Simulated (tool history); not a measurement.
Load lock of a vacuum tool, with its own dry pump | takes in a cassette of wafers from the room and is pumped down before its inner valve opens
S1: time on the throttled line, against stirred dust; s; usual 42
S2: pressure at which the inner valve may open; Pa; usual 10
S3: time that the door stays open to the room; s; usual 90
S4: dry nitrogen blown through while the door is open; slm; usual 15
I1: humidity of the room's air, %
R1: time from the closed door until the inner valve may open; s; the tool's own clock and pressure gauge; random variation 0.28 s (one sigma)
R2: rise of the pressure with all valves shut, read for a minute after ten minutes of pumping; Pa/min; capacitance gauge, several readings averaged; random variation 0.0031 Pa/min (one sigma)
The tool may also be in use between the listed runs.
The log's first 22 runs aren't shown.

run 23 hour=3357.4 | S1=54 S2=12 S3=38 S4=27 | I1=44.3 | R1=76.4 R2=0.109
run 24 hour=3518.9 | S1=24 S2=8 S3=38 S4=27 | I1=42.5 | R1=53.8 R2=0.120
run 25 hour=3657.8 | S1=47 S2=18 S3=74 S4=15 | I1=46.1 | R1=69.7 R2=0.155
run 26 hour=3748.0 | S1=61 S2=11 S3=223 S4=8 | I1=45.4 | R1=82.3 R2=0.260
run 27 hour=3864.0 | S1=42 S2=15 S3=90 S4=15 | I1=47.5 | R1=66.4 R2=0.184
run 28 hour=4016.0 | S1=42 S2=15 S3=80 S4=15 | I1=46.2 | R1=66.4 R2=0.184
run 29 hour=4160.7 | S1=21 S2=10 S3=135 S4=21 | I1=46.9 | R1=51.4 R2=0.213
run 30 hour=4320.0 | S1=65 S2=10 S3=108 S4=15 | I1=45.9 | R1=86.5 R2=0.213
run 31 hour=4484.7 | S1=54 S2=16 S3=26 S4=6 | I1=45.3 | R1=76.1 R2=0.186
run 32 hour=4580.6 | S1=54 S2=16 S3=202 S4=6 | I1=46.3 | R1=75.7 R2=0.320
run 33 hour=4658.8 | S1=54 S2=16 S3=202 S4=6 | I1=49.0 | R1=75.6 R2=0.321
run 34 hour=4803.7 | S1=54 S2=16 S3=202 S4=6 | I1=44.7 | R1=76.4 R2=0.324
run 35 hour=4992.9 | S1=54 S2=16 S3=202 S4=6 | I1=45.2 | R1=75.8 R2=0.332
run 36 hour=5073.3 | S1=33 S2=9 S3=34 S4=13 | I1=44.5 | R1=61.6 R2=0.232
run 37 hour=5186.5 | S1=33 S2=9 S3=34 S4=13 | I1=44.7 | R1=61.4 R2=0.236
run 38 hour=5294.6 | S1=64 S2=7 S3=176 S4=15 | I1=44.8 | R1=87.7 R2=0.323

Forecast each of these 3 alternatives for the next run:
run A hour=5408.5 | S1=25 S2=10 S3=49 S4=15 | I1=45.3 | R1=? R2=?
run B hour=5408.5 | S1=64 S2=17 S3=176 S4=15 | I1=42.3 | R1=? R2=?
run C hour=5408.5 | S1=42 S2=10 S3=82 S4=15 | I1=48.2 | R1=? R2=?

run=A R1=54.7 R2=0.253
run=B R1=83.2 R2=0.316
run=C R1=68.4 R2=0.284
Without the tool's hidden state the same runs would have given:
run=A R1=53.3 R2=0.042
run=B R1=82.3 R2=0.104
run=C R1=67.2 R2=0.069

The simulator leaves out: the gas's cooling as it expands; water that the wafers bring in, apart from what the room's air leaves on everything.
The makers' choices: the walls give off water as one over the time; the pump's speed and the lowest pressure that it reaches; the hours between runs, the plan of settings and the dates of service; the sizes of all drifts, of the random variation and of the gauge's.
